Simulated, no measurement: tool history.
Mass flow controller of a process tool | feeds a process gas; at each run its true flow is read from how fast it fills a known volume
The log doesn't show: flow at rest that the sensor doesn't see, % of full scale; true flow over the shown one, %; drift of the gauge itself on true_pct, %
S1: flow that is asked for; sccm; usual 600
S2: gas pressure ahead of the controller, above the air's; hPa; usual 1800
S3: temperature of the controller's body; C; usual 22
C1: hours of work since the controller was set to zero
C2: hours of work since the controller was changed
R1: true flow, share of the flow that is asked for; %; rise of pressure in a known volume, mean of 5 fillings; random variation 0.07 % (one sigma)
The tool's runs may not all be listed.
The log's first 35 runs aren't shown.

run,day,S1,S2,S3,C1,C2,R1
36,171.300,382,1820,21,5205,5205,99.11
37,177.404,163,1800,22,5318,5318,98.58
38,180.733,163,1800,22,5379,5379,98.60
39,187.688,163,1800,22,5507,5507,98.64
40,191.379,163,1800,22,5575,5575,98.55
41,195.133,600,2670,29,5644,5644,99.67
42,200.304,600,2670,29,5739,5739,99.76
# day 204.938: gauge calibrated
43,206.517,571,2550,28,5853,5853,98.96
44,210.521,239,2280,25,5927,5927,98.15
45,217.608,239,2280,25,6058,6058,98.25
46,224.671,344,1560,30,6188,6188,98.80
47,231.775,685,2130,22,6318,6318,99.25

4 ways to go on from here, each from the tool as it stands after run 47. What would each give?
A,234.892,206,2190,30,6376,6376,?
B,234.892,117,2190,23,6376,6376,?
C,234.892,122,1800,21,6376,6376,?
D,234.892,841,1680,22,6376,6376,?

run,R1
A,98.38
B,97.99
C,97.90
D,99.62
Without the tool's hidden state the same runs would have given:
run,R1
A,98.24
B,97.83
C,97.75
D,99.50
